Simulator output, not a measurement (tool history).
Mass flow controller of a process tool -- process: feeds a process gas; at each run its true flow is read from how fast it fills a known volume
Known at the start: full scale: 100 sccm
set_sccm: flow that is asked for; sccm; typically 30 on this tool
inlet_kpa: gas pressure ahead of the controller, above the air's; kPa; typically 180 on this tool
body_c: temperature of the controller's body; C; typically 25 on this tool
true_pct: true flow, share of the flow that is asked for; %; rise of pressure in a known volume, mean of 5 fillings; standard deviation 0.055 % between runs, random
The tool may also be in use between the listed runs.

Run 1, hour 0: usual settings. Result: true_pct 99.66 %.
Run 2, hour 266.7: usual settings but inlet_kpa 182 kPa. Result: true_pct 99.68 %.
Run 3, hour 508.5: usual settings but inlet_kpa 182 kPa. Result: true_pct 99.65 %.
Run 4, hour 808.4: usual settings but inlet_kpa 182 kPa. Result: true_pct 99.7 %.
Run 5, hour 1097.5: usual settings but inlet_kpa 182 kPa. Result: true_pct 99.76 %.
Run 6, hour 1366.9: usual settings. Result: true_pct 99.76 %.
Run 7, hour 1646: usual settings. Result: true_pct 99.72 %.
Run 8, hour 1969: usual settings but set_sccm 19 sccm. Result: true_pct 100.99 %.
Run 9, hour 2155.4: usual settings but set_sccm 19 sccm. Result: true_pct 100.8 %.
At hour 2319.5: controller's zero set anew.
Run 10, hour 2333.4: usual settings but body_c 26 C. Result: true_pct 97.68 %.
Run 11, hour 2501.2: usual settings but body_c 26 C. Result: true_pct 97.79 %.
Run 12, hour 2757.4: usual settings but body_c 26 C. Result: true_pct 97.71 %.
Run 13, hour 3047.9: usual settings. Result: true_pct 97.58 %.
Run 14, hour 3400.9: usual settings. Result: true_pct 97.63 %.
Run 15, hour 3788.6: usual settings. Result: true_pct 97.67 %.
Run 16, hour 4138.4: usual settings but set_sccm 11 sccm, inlet_kpa 221 kPa, body_c 20 C. Result: true_pct 97.61 %.
Run 17, hour 4492.4: usual settings but body_c 26 C. Result: true_pct 97.78 %.
Run 18, hour 4737.8: usual settings but body_c 26 C. Result: true_pct 97.81 %.
Run 19, hour 4978: usual settings but body_c 26 C. Result: true_pct 97.82 %.
Run 20, hour 5356.8: usual settings but body_c 26 C. Result: true_pct 97.83 %.
Run 21, hour 5557.4: usual settings but set_sccm 44 sccm, inlet_kpa 146 kPa, body_c 24 C. Result: true_pct 97.52 %.
Run 22, hour 5789.3: usual settings. Result: true_pct 97.73 %.
Run 23, hour 6018.5: usual settings but body_c 23 C. Result: true_pct 97.53 %.
Run 24, hour 6182.4: usual settings but body_c 23 C. Result: true_pct 97.57 %.
Run 25, hour 6388.2: usual settings but set_sccm 11 sccm, inlet_kpa 214 kPa, body_c 34 C. Result: true_pct 100.16 %.
Run 26, hour 6568.3: usual settings but set_sccm 12 sccm, inlet_kpa 257 kPa, body_c 32 C. Result: true_pct 99.7 %.
Run 27, hour 6741.8: usual settings but set_sccm 12 sccm, inlet_kpa 204 kPa, body_c 34 C. Result: true_pct 100.12 %.
Run 28, hour 6985.6: usual settings but set_sccm 12 sccm, inlet_kpa 204 kPa, body_c 34 C. Result: true_pct 100.27 %.
Run 29, hour 7249.5: usual settings but set_sccm 15 sccm, inlet_kpa 179 kPa. Result: true_pct 98.81 %.

Below, some changes in true_pct between adjacent runs. For each, the amount present without the hidden state too (settings, incoming material, random variation) and the amount remaining for the hidden state with gauge scatter not shared by both compared results:
What the log doesn't record here: flow at rest that the sensor doesn't see, % of full scale; true flow over the shown one, %; drift of the gauge itself on true_pct, %.
Run 9 -> 10: set_sccm 19 -> 30, body_c 25 -> 26, controller's zero set anew. true_pct -3.12 %: hidden state -3.41, all else +0.29.
Run 24 -> 25: set_sccm 30 -> 11, inlet_kpa 180 -> 214, body_c 23 -> 34. true_pct +2.59 %: hidden state +1.76, all else +0.83.
